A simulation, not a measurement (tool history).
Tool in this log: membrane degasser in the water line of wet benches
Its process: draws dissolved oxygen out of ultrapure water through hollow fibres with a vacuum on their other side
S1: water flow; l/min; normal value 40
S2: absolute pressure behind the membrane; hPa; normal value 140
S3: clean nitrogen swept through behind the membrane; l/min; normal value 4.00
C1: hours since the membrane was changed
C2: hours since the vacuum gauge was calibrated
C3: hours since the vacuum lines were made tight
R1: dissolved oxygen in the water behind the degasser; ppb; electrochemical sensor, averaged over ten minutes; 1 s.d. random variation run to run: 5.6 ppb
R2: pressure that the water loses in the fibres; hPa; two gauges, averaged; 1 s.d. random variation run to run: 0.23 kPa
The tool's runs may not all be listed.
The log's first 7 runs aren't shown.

run 8 hour=1173.8 | S1=40 S2=99 S3=4.00 | C1=9598 C2=6889 C3=4790 | R1=602.6 R2=652.7
run 9 hour=1365.1 | S1=40 S2=140 S3=4.00 | C1=9790 C2=7081 C3=4981 | R1=684.7 R2=653.6
run 10 hour=1518.2 | S1=40 S2=140 S3=4.00 | C1=9943 C2=7234 C3=5134 | R1=676.6 R2=649.3
run 11 hour=1631.5 | S1=40 S2=140 S3=4.00 | C1=10056 C2=7347 C3=5247 | R1=692.7 R2=651.9
run 12 hour=1858.1 | S1=40 S2=140 S3=4.00 | C1=10283 C2=7574 C3=5474 | R1=694.4 R2=655.3
run 13 hour=2073.8 | S1=40 S2=140 S3=4.00 | C1=10498 C2=7789 C3=5690 | R1=692.7 R2=659.7
-- hour=2112.0 vacuum gauge calibrated
-- hour=2260.4 seals of the vacuum lines changed
run 14 hour=2324.1 | S1=40 S2=140 S3=4.00 | C1=10746 C2=210 C3=64 | R1=704.1 R2=656.0
run 15 hour=2480.5 | S1=40 S2=276 S3=4.00 | C1=10903 C2=366 C3=220 | R1=958.4 R2=660.2
run 16 hour=2717.5 | S1=40 S2=276 S3=4.00 | C1=11140 C2=604 C3=457 | R1=984.4 R2=664.5
run 17 hour=2928.8 | S1=27 S2=92 S3=5.83 | C1=11351 C2=815 C3=668 | R1=363.8 R2=451.0
run 18 hour=3138.8 | S1=27 S2=92 S3=5.83 | C1=11561 C2=1025 C3=878 | R1=358.9 R2=446.8
run 19 hour=3321.3 | S1=41 S2=262 S3=4.31 | C1=11744 C2=1207 C3=1061 | R1=939.8 R2=684.0
run 20 hour=3493.0 | S1=40 S2=138 S3=4.00 | C1=11915 C2=1379 C3=1233 | R1=713.2 R2=668.5
run 21 hour=3699.1 | S1=28 S2=96 S3=2.88 | C1=12121 C2=1585 C3=1439 | R1=457.9 R2=470.5
run 22 hour=3803.6 | S1=61 S2=140 S3=7.64 | C1=12226 C2=1690 C3=1543 | R1=952.8 R2=1026.7
run 23 hour=3942.9 | S1=61 S2=94 S3=5.11 | C1=12365 C2=1829 C3=1683 | R1=940.2 R2=1032.3
run 24 hour=4076.6 | S1=40 S2=185 S3=4.00 | C1=12499 C2=1963 C3=1816 | R1=825.3 R2=672.3
run 25 hour=4237.7 | S1=40 S2=185 S3=4.00 | C1=12660 C2=2124 C3=1977 | R1=820.3 R2=680.5
run 26 hour=4398.6 | S1=40 S2=185 S3=4.00 | C1=12821 C2=2285 C3=2138 | R1=820.0 R2=676.5
-- hour=4547.3 membrane cartridge changed
run 27 hour=4573.1 | S1=40 S2=283 S3=2.34 | C1=26 C2=2455 C3=2309 | R1=1155.8 R2=582.5
run 28 hour=4738.5 | S1=37 S2=283 S3=4.19 | C1=191 C2=2620 C3=2474 | R1=756.6 R2=541.1
run 29 hour=4919.4 | S1=24 S2=256 S3=4.00 | C1=372 C2=2801 C3=2655 | R1=467.4 R2=350.6
run 30 hour=5024.5 | S1=24 S2=256 S3=4.00 | C1=477 C2=2907 C3=2760 | R1=462.9 R2=351.5
run 31 hour=5230.1 | S1=24 S2=256 S3=4.00 | C1=683 C2=3112 C3=2966 | R1=466.8 R2=353.4

What if the next run were any one of these 5? Each begins from the tool's condition after run 31:
run A hour=5415.1 | S1=24 S2=256 S3=8.46 | C1=868 C2=3297 C3=3151 | R1=? R2=?
run B hour=5415.1 | S1=24 S2=256 S3=11.10 | C1=868 C2=3297 C3=3151 | R1=? R2=?
run C hour=5415.1 | S1=30 S2=239 S3=4.00 | C1=868 C2=3297 C3=3151 | R1=? R2=?
run D hour=5415.1 | S1=40 S2=328 S3=4.00 | C1=868 C2=3297 C3=3151 | R1=? R2=?
run E hour=5415.1 | S1=49 S2=194 S3=4.46 | C1=868 C2=3297 C3=3151 | R1=? R2=?

run=A R1=309.5 R2=352.8
run=B R1=273.9 R2=352.3
run=C R1=570.5 R2=438.0
run=D R1=943.6 R2=588.8
run=E R1=809.5 R2=721.1
With no hidden state in the tool, these same runs would have given:
run=A R1=301.1 R2=349.5
run=B R1=266.1 R2=349.0
run=C R1=558.9 R2=433.9
run=D R1=929.1 R2=583.3
run=E R1=795.0 R2=714.4
